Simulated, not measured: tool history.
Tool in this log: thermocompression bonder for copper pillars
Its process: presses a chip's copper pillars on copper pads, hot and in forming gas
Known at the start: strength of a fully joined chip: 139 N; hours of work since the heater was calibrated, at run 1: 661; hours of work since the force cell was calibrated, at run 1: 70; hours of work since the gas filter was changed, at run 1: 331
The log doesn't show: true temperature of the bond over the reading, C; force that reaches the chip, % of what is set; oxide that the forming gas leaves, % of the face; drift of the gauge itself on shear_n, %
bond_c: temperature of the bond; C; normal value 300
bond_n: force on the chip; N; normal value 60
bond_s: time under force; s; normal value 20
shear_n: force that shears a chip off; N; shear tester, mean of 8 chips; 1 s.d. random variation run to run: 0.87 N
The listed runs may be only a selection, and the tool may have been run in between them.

run,hour,bond_c,bond_n,bond_s,hours of work since the heater was calibrated,hours of work since the force cell was calibrated,hours of work since the gas filter was changed,shear_n
1,0.0,300,60,20,661,70,331,76.0
2,15.3,300,60,20,672,81,342,75.0
3,24.4,300,60,20,678,87,348,74.3
4,31.6,300,60,20,683,92,353,73.9
5,42.7,300,60,20,690,99,360,76.1
6,57.3,300,60,20,700,109,370,75.9
7,66.6,300,60,20,706,116,376,75.5
8,83.2,300,60,20,718,127,388,74.2
9,100.3,283,60,20,729,138,399,63.5
10,114.1,283,60,18,739,148,409,61.6
11,131.1,283,60,18,750,159,420,61.7
12,144.5,283,39,18,759,168,429,48.4
13,155.9,283,39,18,767,176,437,48.8
14,163.4,320,57,46,772,181,442,101.6
15,179.0,308,57,46,783,192,453,96.1
# hour 182.3: forming gas filter changed
16,187.1,307,78,17,788,197,3,87.4
17,196.4,307,78,17,794,203,10,90.0
18,213.0,294,38,23,805,215,21,61.1
19,225.6,294,38,23,814,223,29,60.0
20,237.2,294,38,23,822,231,37,60.5
21,245.6,300,49,20,827,237,43,69.1
22,261.2,287,75,43,838,247,53,97.2
23,275.7,309,39,29,848,257,63,75.6
24,292.9,274,47,19,859,269,75,51.8

What if the next run were any one of these 5? Each begins from the tool's condition after run 24:
A,307.5,296,47,20,869,279,85,?
B,307.5,313,47,31,869,279,85,?
C,307.5,274,47,23,869,279,85,?
D,307.5,300,41,38,869,279,85,?
E,307.5,293,74,19,869,279,85,?

run,shear_n
A,65.5
B,86.3
C,56.4
D,77.6
E,79.8
Without the tool's unlogged condition, the same runs would have read:
run,shear_n
A,72.6
B,93.7
C,63.3
D,85.1
E,87.5

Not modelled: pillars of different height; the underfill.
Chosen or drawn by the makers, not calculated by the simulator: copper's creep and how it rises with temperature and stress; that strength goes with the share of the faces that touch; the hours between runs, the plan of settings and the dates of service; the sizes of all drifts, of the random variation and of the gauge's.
